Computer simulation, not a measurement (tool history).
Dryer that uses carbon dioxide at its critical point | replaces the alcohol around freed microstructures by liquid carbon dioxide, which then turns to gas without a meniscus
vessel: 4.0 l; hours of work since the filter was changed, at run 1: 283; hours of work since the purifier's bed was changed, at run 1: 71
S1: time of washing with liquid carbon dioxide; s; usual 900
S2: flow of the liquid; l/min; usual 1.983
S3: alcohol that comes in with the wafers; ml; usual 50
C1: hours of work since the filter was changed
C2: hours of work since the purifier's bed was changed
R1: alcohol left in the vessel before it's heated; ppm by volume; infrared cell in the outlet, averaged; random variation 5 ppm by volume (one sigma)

| run | hour | S1 | S2 | S3 | C1 | C2 | R1 |
|---|---|---|---|---|---|---|---|
| 1 | 0 | 900 | 1.983 | 50 | 283 | 71 | 69 |
| 2 | 15.1 | 900 | 1.983 | 50 | 294 | 82 | 55 |
| 3 | 37.3 | 900 | 2.7 | 50 | 311 | 99 | 44 |
| 4 | 49.1 | 780 | 1.983 | 50 | 320 | 108 | 102 |
| 5 | 63.1 | 780 | 1.983 | 50 | 331 | 118 | 123 |
| 6 | 90.4 | 900 | 1.983 | 50 | 351 | 139 | 74 |
| 7 | 107.7 | 900 | 1.983 | 50 | 364 | 152 | 92 |
| 8 | 122.5 | 540 | 1.983 | 50 | 375 | 163 | 422 |
| 9 | 135 | 540 | 1.983 | 50 | 385 | 172 | 429 |
| 10 | 159.1 | 540 | 1.983 | 50 | 403 | 190 | 440 |
| 11 | 179.6 | 900 | 2.23 | 50 | 418 | 206 | 80 |
| 12 | 201 | 900 | 1.983 | 34 | 434 | 222 | 96 |
| 13 | 216.2 | 900 | 1.983 | 50 | 446 | 233 | 112 |
|  | 221.1 | inlet filter changed |
| 14 | 236.7 | 900 | 1.983 | 50 | 12 | 248 | 108 |
| 15 | 256.4 | 900 | 1.983 | 50 | 27 | 263 | 109 |
| 16 | 283.3 | 900 | 1.983 | 50 | 47 | 283 | 118 |
| 17 | 303.3 | 900 | 1.983 | 50 | 62 | 298 | 115 |
| 18 | 315.1 | 900 | 1.983 | 50 | 71 | 307 | 122 |
| 19 | 332.6 | 900 | 1.983 | 50 | 84 | 320 | 113 |
| 20 | 355.6 | 900 | 1.983 | 50 | 101 | 337 | 130 |
| 21 | 373.6 | 960 | 1.983 | 50 | 115 | 351 | 128 |
| 22 | 388.9 | 960 | 1.983 | 50 | 126 | 363 | 133 |
| 23 | 404.5 | 1140 | 3.24 | 50 | 138 | 374 | 113 |
| 24 | 427.6 | 900 | 1.983 | 30 | 155 | 392 | 139 |
| 25 | 445.2 | 600 | 1.5 | 52 | 169 | 405 | 707 |
| 26 | 458.7 | 600 | 1.5 | 52 | 179 | 415 | 719 |
| 27 | 487.8 | 1380 | 1.54 | 92 | 201 | 437 | 142 |
| 28 | 510.2 | 960 | 1.24 | 32 | 218 | 454 | 294 |
| 29 | 523.6 | 900 | 1.983 | 115 | 228 | 464 | 215 |
| 30 | 552 | 900 | 2.79 | 21 | 249 | 485 | 148 |
| 31 | 573 | 900 | 2.79 | 21 | 265 | 501 | 157 |
| 32 | 591.3 | 900 | 2.79 | 21 | 279 | 515 | 157 |
| 33 | 603.4 | 600 | 1.58 | 69 | 288 | 524 | 909 |
| 34 | 629.3 | 900 | 1.21 | 38 | 307 | 543 | 450 |
| 35 | 647.9 | 1260 | 3.02 | 46 | 321 | 557 | 166 |
| 36 | 663.9 | 720 | 1.98 | 44 | 333 | 569 | 269 |
| 37 | 687.9 | 720 | 1.53 | 44 | 351 | 588 | 485 |
| 38 | 715.2 | 1320 | 2.56 | 41 | 372 | 608 | 193 |
| 39 | 744.3 | 1020 | 1.983 | 50 | 394 | 630 | 200 |
| 40 | 759.7 | 1140 | 1.983 | 50 | 405 | 642 | 210 |
|  | 769.7 | purifier's bed changed |
| 41 | 787.5 | 1200 | 1.983 | 31 | 424 | 13 | 3 |
| 42 | 802.4 | 1320 | 3.31 | 67 | 435 | 25 | 6 |
|  | 821.5 | inlet filter changed |
| 43 | 822.6 | 660 | 3.31 | 67 | 1 | 39 | 24 |

How the hidden state differs across the entries between the runs, from the last listed run before each to the first after it:
Between runs 13 and 14: inlet filter changed (hour 221.1)
  flow that reaches the vessel past the clogged filter, %: 86.5 -> 99.4; alcohol in the recycled carbon dioxide, ppm: 76.9 -> 81.4
  measured less the result without the state, R1: +97 -> +79 ppm by volume
Between runs 40 and 41: purifier's bed changed (hour 769.7)
  flow that reaches the vessel past the clogged filter, %: 87.3 -> 86.7; alcohol in the recycled carbon dioxide, ppm: 196.1 -> 10.6
  measured less the result without the state, R1: +197 -> +3 ppm by volume
Between runs 42 and 43: inlet filter changed (hour 821.5)
  flow that reaches the vessel past the clogged filter, %: 86.4 -> 99.6; alcohol in the recycled carbon dioxide, ppm: 13.9 -> 18.1
  measured less the result without the state, R1: +6 -> +13 ppm by volume

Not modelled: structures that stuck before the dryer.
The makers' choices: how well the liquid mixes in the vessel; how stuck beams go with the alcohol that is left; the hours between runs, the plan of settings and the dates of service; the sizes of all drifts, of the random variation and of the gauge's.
